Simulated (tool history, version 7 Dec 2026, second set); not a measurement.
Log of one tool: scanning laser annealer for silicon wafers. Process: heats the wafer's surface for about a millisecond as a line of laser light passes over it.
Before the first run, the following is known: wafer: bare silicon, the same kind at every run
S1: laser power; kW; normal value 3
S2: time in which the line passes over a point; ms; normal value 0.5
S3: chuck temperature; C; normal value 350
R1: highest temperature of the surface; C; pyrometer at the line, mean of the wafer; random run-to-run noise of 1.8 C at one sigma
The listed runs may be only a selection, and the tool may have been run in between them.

run,hour,S1,S2,S3,R1
1,0,3,0.5,350,1058
2,22.8,3,0.5,350,1053
3,40.1,3,0.5,350,1051
4,64.5,3,0.5,349,1051
5,89.3,3,0.5,350,1054
6,102.4,3,0.5,350,1052
7,119.6,3,0.5,350,1050
8,142,3,0.44,350,1003
9,156.6,3,0.44,350,1000
10,174,3,0.486,350,1039
11,197,3,0.5,350,1045
12,220.1,3,0.5,350,1048
13,235.1,3,0.5,350,1045
# hour 258.6: optics aligned, line set to its width
14,259.8,3,0.5,318,1011
15,283.1,3,0.5,318,1012
16,305.7,3,0.5,318,1010
17,327.3,3,0.5,346,1035
18,341,3,0.45,350,1003
19,359,3,0.45,350,1000
# hour 385.9: optics aligned, line set to its width, once more
20,389.6,3,0.45,350,1016
21,403,3,0.45,350,1011
22,422.7,3,0.45,350,1012
23,438.1,3.243,0.45,350,1061
# hour 462.3: window over the wafer cleaned
24,466.7,3,0.5,379,1099
25,482.4,3.052,0.397,350,997
26,499.4,3.052,0.397,350,996
27,523.6,2.927,0.577,324,1079
28,549.4,2.927,0.577,324,1080
29,573.2,2.88,0.374,360,948
30,588.5,2.591,0.47,358,958
31,606.9,2.946,0.364,358,947
32,632.2,2.946,0.364,358,950
33,647,2.701,0.42,332,918
34,670.8,2.592,0.5,331,950
35,684.9,2.592,0.5,331,952
36,705.3,2.592,0.5,331,950
37,728.3,2.916,0.517,311,1011
38,752.5,2.916,0.401,328,940
39,775.3,2.916,0.401,328,942
40,791.9,3.198,0.377,324,972

What if the next run were any one of these 4? Each begins from the tool's condition after run 40:
A,811.3,2.853,0.481,350,?
B,811.3,2.836,0.55,362,?
C,811.3,2.569,0.5,350,?
D,811.3,2.99,0.609,358,?

run,R1
A,1009
B,1067
C,958
D,1143
What these runs would have given with no unlogged condition in the tool:
run,R1
A,1022
B,1080
C,969
D,1158
